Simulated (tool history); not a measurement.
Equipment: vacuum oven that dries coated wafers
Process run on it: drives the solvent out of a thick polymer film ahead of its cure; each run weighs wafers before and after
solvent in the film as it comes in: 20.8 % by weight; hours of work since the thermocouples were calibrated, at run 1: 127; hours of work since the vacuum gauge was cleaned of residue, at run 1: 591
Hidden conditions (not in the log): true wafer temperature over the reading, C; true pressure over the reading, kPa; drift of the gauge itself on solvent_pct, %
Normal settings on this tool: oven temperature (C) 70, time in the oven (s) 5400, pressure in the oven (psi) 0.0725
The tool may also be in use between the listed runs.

run   hour  oven temperature (C)  time in the oven (s)  pressure in the oven (psi)  hours of work since the thermocouples were calibrated  hours of work since the vacuum gauge was cleaned of residue  solvent left in the film (%)
  1      0                    70                  5400                      0.0725                                                    127                                                          591                          1.95
  2    6.6                    73                  5400                      0.0725                                                    132                                                          596                          1.44
  3     19                    61                  5400                      0.0725                                                    141                                                          606                          3.93
  4   25.2                    70                  5400                      0.0725                                                    146                                                          611                          1.95
  5   32.7                    70                  5400                      0.0725                                                    152                                                          617                          1.88
  6   45.8                    70                  5400                      0.0725                                                    162                                                          627                          1.89
  7   51.2                    83                  5400                      0.0725                                                    167                                                          631                          0.42
  8   59.3                    83                  5400                      0.0725                                                    173                                                          638                          0.57
  9   66.2                    79                  5400                       0.216                                                    179                                                          643                          1.67
 10   73.1                    79                  5400                       0.216                                                    184                                                          649                          1.68
 11   84.8                    61                  3600                      0.0551                                                    193                                                          658                             6
 12   93.1                    64                  5400                      0.0725                                                    200                                                          664                          3.09
 13  100.9                    57                  4260                      0.0725                                                    206                                                          670                          6.38
 14  109.9                    57                  4260                      0.0725                                                    213                                                          677                           6.5

4 ways to go on from here, each from the tool as it stands after run 14. What would each give?
  A  119.4                    70                  5400                      0.0432                                                    220                                                          685                             ?
  B  119.4                    57                  2820                      0.0725                                                    220                                                          685                             ?
  C  119.4                    82                  4260                      0.0725                                                    220                                                          685                             ?
  D  119.4                    68                  5400                      0.0725                                                    220                                                          685                             ?

run  solvent left in the film (%)
  A                          1.76
  B                          8.85
  C                          0.98
  D                          2.21
Had the tool no hidden state, the same runs would have come out as:
run  solvent left in the film (%)
  A                          1.76
  B                          8.83
  C                          0.97
  D                           2.2
